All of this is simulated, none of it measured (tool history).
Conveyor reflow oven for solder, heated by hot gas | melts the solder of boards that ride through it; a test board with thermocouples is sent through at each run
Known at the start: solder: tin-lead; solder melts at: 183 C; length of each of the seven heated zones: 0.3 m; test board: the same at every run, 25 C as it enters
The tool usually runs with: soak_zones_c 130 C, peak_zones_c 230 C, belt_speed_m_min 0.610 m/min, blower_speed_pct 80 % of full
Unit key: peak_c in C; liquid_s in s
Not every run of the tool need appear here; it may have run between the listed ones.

{"run": 1, "hour": 0.0, "soak_zones_c": 130, "peak_zones_c": 230, "belt_speed_m_min": 0.61, "blower_speed_pct": 80, "peak_c": 212.6, "liquid_s": 39.5}
{"run": 2, "hour": 29.1, "soak_zones_c": 130, "peak_zones_c": 230, "belt_speed_m_min": 0.61, "blower_speed_pct": 80, "peak_c": 212.4, "liquid_s": 39.6}
{"run": 3, "hour": 46.3, "soak_zones_c": 130, "peak_zones_c": 230, "belt_speed_m_min": 0.61, "blower_speed_pct": 80, "peak_c": 212.3, "liquid_s": 39.4}
{"run": 4, "hour": 64.4, "soak_zones_c": 130, "peak_zones_c": 243, "belt_speed_m_min": 0.61, "blower_speed_pct": 80, "peak_c": 223.5, "liquid_s": 46.0}
{"hour": 87.0, "done": "flux residue cleaned out of gas plates and filters"}
{"run": 5, "hour": 99.4, "soak_zones_c": 130, "peak_zones_c": 243, "belt_speed_m_min": 0.61, "blower_speed_pct": 80, "peak_c": 223.1, "liquid_s": 45.4}
{"run": 6, "hour": 123.7, "soak_zones_c": 130, "peak_zones_c": 243, "belt_speed_m_min": 0.61, "blower_speed_pct": 80, "peak_c": 223.1, "liquid_s": 45.5}
{"run": 7, "hour": 153.3, "soak_zones_c": 130, "peak_zones_c": 243, "belt_speed_m_min": 0.61, "blower_speed_pct": 80, "peak_c": 222.6, "liquid_s": 45.5}
{"run": 8, "hour": 166.5, "soak_zones_c": 130, "peak_zones_c": 243, "belt_speed_m_min": 0.61, "blower_speed_pct": 80, "peak_c": 222.8, "liquid_s": 45.4}
{"run": 9, "hour": 193.3, "soak_zones_c": 120, "peak_zones_c": 243, "belt_speed_m_min": 0.61, "blower_speed_pct": 80, "peak_c": 221.0, "liquid_s": 42.1}
{"run": 10, "hour": 217.8, "soak_zones_c": 120, "peak_zones_c": 243, "belt_speed_m_min": 0.61, "blower_speed_pct": 80, "peak_c": 220.7, "liquid_s": 42.2}
{"hour": 237.1, "done": "flux residue cleaned out of gas plates and filters, once more"}
{"run": 11, "hour": 253.7, "soak_zones_c": 120, "peak_zones_c": 243, "belt_speed_m_min": 0.61, "blower_speed_pct": 80, "peak_c": 222.7, "liquid_s": 43.4}
{"run": 12, "hour": 268.9, "soak_zones_c": 120, "peak_zones_c": 243, "belt_speed_m_min": 0.61, "blower_speed_pct": 80, "peak_c": 222.1, "liquid_s": 43.3}
{"run": 13, "hour": 283.8, "soak_zones_c": 116, "peak_zones_c": 230, "belt_speed_m_min": 0.61, "blower_speed_pct": 80, "peak_c": 210.3, "liquid_s": 34.9}
{"run": 14, "hour": 298.3, "soak_zones_c": 145, "peak_zones_c": 230, "belt_speed_m_min": 0.61, "blower_speed_pct": 80, "peak_c": 215.1, "liquid_s": 45.7}
{"run": 15, "hour": 318.6, "soak_zones_c": 130, "peak_zones_c": 230, "belt_speed_m_min": 0.61, "blower_speed_pct": 67, "peak_c": 209.4, "liquid_s": 36.8}
{"run": 16, "hour": 334.7, "soak_zones_c": 130, "peak_zones_c": 230, "belt_speed_m_min": 0.61, "blower_speed_pct": 67, "peak_c": 209.3, "liquid_s": 37.1}
{"run": 17, "hour": 347.8, "soak_zones_c": 135, "peak_zones_c": 221, "belt_speed_m_min": 0.634, "blower_speed_pct": 59, "peak_c": 199.7, "liquid_s": 27.1}
{"run": 18, "hour": 375.2, "soak_zones_c": 130, "peak_zones_c": 231, "belt_speed_m_min": 0.61, "blower_speed_pct": 81, "peak_c": 213.6, "liquid_s": 40.4}
{"run": 19, "hour": 400.8, "soak_zones_c": 130, "peak_zones_c": 231, "belt_speed_m_min": 0.61, "blower_speed_pct": 81, "peak_c": 213.5, "liquid_s": 40.2}
{"run": 20, "hour": 421.8, "soak_zones_c": 121, "peak_zones_c": 231, "belt_speed_m_min": 0.61, "blower_speed_pct": 57, "peak_c": 205.0, "liquid_s": 30.5}
{"run": 21, "hour": 450.9, "soak_zones_c": 117, "peak_zones_c": 220, "belt_speed_m_min": 0.61, "blower_speed_pct": 80, "peak_c": 200.9, "liquid_s": 27.7}
{"run": 22, "hour": 479.3, "soak_zones_c": 117, "peak_zones_c": 220, "belt_speed_m_min": 0.61, "blower_speed_pct": 80, "peak_c": 201.1, "liquid_s": 27.2}
{"hour": 506.7, "done": "flux residue cleaned out of gas plates and filters"}
{"run": 23, "hour": 510.1, "soak_zones_c": 117, "peak_zones_c": 220, "belt_speed_m_min": 0.61, "blower_speed_pct": 80, "peak_c": 201.8, "liquid_s": 28.3}
{"run": 24, "hour": 541.4, "soak_zones_c": 117, "peak_zones_c": 220, "belt_speed_m_min": 0.61, "blower_speed_pct": 80, "peak_c": 201.7, "liquid_s": 28.1}
{"run": 25, "hour": 571.3, "soak_zones_c": 130, "peak_zones_c": 230, "belt_speed_m_min": 0.594, "blower_speed_pct": 80, "peak_c": 213.2, "liquid_s": 41.5}
{"run": 26, "hour": 599.1, "soak_zones_c": 130, "peak_zones_c": 230, "belt_speed_m_min": 0.593, "blower_speed_pct": 83, "peak_c": 213.2, "liquid_s": 42.0}
{"run": 27, "hour": 622.4, "soak_zones_c": 130, "peak_zones_c": 230, "belt_speed_m_min": 0.593, "blower_speed_pct": 83, "peak_c": 213.3, "liquid_s": 41.9}
{"run": 28, "hour": 646.4, "soak_zones_c": 130, "peak_zones_c": 230, "belt_speed_m_min": 0.685, "blower_speed_pct": 70, "peak_c": 205.5, "liquid_s": 29.3}
{"run": 29, "hour": 660.9, "soak_zones_c": 130, "peak_zones_c": 244, "belt_speed_m_min": 0.535, "blower_speed_pct": 62, "peak_c": 224.1, "liquid_s": 53.2}
{"run": 30, "hour": 684.2, "soak_zones_c": 130, "peak_zones_c": 243, "belt_speed_m_min": 0.61, "blower_speed_pct": 80, "peak_c": 222.3, "liquid_s": 46.2}

Selected run-to-run steps in peak_c, each split into two signed amounts: the part the tool would show with no hidden state at all (from settings, incoming material and random variation), and the remainder, which goes to the hidden state together with any gauge scatter not common to the measured and the hidden-state-free results:
The tool's hidden condition here consists of: heat that the gas passes to the board, % of a clean oven's; belt's true speed, % of the reading; true gas temperature in zones 6 and 7 over the reading, C; drift of the gauge itself on peak_c, C; drift of the gauge itself on liquid_s, %.
Run 4 -> 5: flux residue cleaned out of gas plates and filters. peak_c -0.4 C: hidden state -0.5, all else +0.1.
Run 10 -> 11: flux residue cleaned out of gas plates and filters, once more. peak_c +2.0 C: hidden state +1.7, all else +0.3.
Run 12 -> 13: soak_zones_c 120 -> 116, peak_zones_c 243 -> 230. peak_c -11.8 C: hidden state -0.1, all else -11.7.
Run 17 -> 18: soak_zones_c 135 -> 130, peak_zones_c 221 -> 231, belt_speed_m_min 0.634 -> 0.610, blower_speed_pct 59 -> 81. peak_c +13.9 C: hidden state -0.3, all else +14.2.
Run 22 -> 23: flux residue cleaned out of gas plates and filters. peak_c +0.7 C: hidden state +0.6, all else +0.1.
Run 28 -> 29: peak_zones_c 230 -> 244, belt_speed_m_min 0.685 -> 0.535, blower_speed_pct 70 -> 62. peak_c +18.6 C: hidden state -0.2, all else +18.8.
